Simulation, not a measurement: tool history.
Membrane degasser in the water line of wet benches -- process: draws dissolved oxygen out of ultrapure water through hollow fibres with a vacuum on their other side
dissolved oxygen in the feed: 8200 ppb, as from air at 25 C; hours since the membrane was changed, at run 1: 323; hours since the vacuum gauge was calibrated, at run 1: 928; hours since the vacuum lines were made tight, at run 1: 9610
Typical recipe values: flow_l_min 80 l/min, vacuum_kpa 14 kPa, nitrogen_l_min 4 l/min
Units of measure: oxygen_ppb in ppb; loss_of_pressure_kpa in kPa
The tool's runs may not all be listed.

run    hour  flow_l_min  vacuum_kpa  nitrogen_l_min  hours since the membrane was changed  hours since the vacuum gauge was calibrated  hours since the vacuum lines were made tight  oxygen_ppb  loss_of_pressure_kpa
  1       0          80          14               4                                   323                                          928                                          9610       478.9                 35.56
  2    22.8          80          14               4                                   346                                          951                                          9633       481.3                 35.32
  3    59.1          80          14            1.86                                   382                                          988                                          9670       856.5                 35.52
  4    92.6          80          14            1.86                                   415                                         1021                                          9703         862                 35.44
  5   138.1          80          14            7.89                                   461                                         1067                                          9749       272.9                  35.5
  6     175          80          14            7.89                                   498                                         1103                                          9785       273.9                 35.24
  7   203.7          80          14               4                                   526                                         1132                                          9814       478.5                 35.59
  8   248.7         105          14               4                                   571                                         1177                                          9859       646.5                 47.06
  9     297         105          14               4                                   620                                         1225                                          9907       645.5                 46.92
 10   343.7         105          14               4                                   666                                         1272                                          9954       642.6                 46.56
 11   372.5         105          14               4                                   695                                         1301                                          9983         641                 46.99
 12   407.7         105          14               4                                   730                                         1336                                         10018       642.8                 46.71
 13   442.8         105          14               4                                   766                                         1371                                         10053       647.4                 47.05
      449.6  -- seals of the vacuum lines changed
 14   494.2          80          14             1.6                                   815                                         1421                                            45       957.2                 36.26
 15   520.5          80         8.8               4                                   841                                         1447                                            71       266.1                  36.2
 16   558.5          80         8.8               4                                   879                                         1485                                           109       266.1                    36
 17   605.6          80         8.8               4                                   926                                         1532                                           156       267.1                 36.03
 18   637.6          80         8.8               4                                   958                                         1564                                           188       265.6                 36.17
 19   666.9          80        27.8               4                                   988                                         1593                                           217       997.2                 36.02
 20   712.3          80        27.8               4                                  1033                                         1639                                           263       995.7                 36.21
 21   744.4          80        27.8               4                                  1065                                         1671                                           295       998.7                 36.39
 22     771          90           9            2.43                                  1092                                         1697                                           321       455.6                 41.02
 23   799.4          49        29.7            2.43                                  1120                                         1726                                           350        1062                 21.94
 24   840.2          80          14            2.38                                  1161                                         1767                                           391         719                 36.37
 25   876.1          71          14               4                                  1197                                         1803                                           427       424.7                 32.17
 26   898.1          71          14               4                                  1219                                         1825                                           449       427.4                 31.72
 27     948          66          14               4                                  1269                                         1874                                           498       399.3                 29.97
 28   979.6          80        31.7            3.67                                  1300                                         1906                                           530      1205.7                 36.46
 29    1015          80        31.7            3.67                                  1336                                         1941                                           565      1204.8                  36.5
 30  1041.9          80        10.5            5.76                                  1363                                         1968                                           592       251.5                 36.74
 31  1062.4          80        10.5            5.76                                  1383                                         1989                                           613       251.1                 36.35

How would selected steps in loss_of_pressure_kpa from run to run divide? Give the signed amount a tool lacking its hidden state would still show from settings, what came in and random variation, and the signed amount left for the hidden state, including any gauge scatter that is not in both of the compared results.
The tool's hidden condition here consists of: membrane still open, %; true pressure behind the membrane over the reading, kPa; air that leaks in behind the membrane, l/min; drift of the gauge itself on oxygen_ppb, %; drift of the gauge itself on loss_of_pressure_kpa, %.
Run 7 -> 8: flow_l_min 80 -> 105. loss_of_pressure_kpa +11.47 kPa: hidden state +0.11, all else +11.36.
Run 22 -> 23: flow_l_min 90 -> 49, vacuum_kpa 9 -> 29.7. loss_of_pressure_kpa -19.08 kPa: hidden state -0.34, all else -18.74.
Run 23 -> 24: flow_l_min 49 -> 80, vacuum_kpa 29.7 -> 14, nitrogen_l_min 2.43 -> 2.38. loss_of_pressure_kpa +14.43 kPa: hidden state +0.32, all else +14.11.
Run 27 -> 28: flow_l_min 66 -> 80, vacuum_kpa 14 -> 31.7, nitrogen_l_min 4 -> 3.67. loss_of_pressure_kpa +6.49 kPa: hidden state +0.19, all else +6.3.

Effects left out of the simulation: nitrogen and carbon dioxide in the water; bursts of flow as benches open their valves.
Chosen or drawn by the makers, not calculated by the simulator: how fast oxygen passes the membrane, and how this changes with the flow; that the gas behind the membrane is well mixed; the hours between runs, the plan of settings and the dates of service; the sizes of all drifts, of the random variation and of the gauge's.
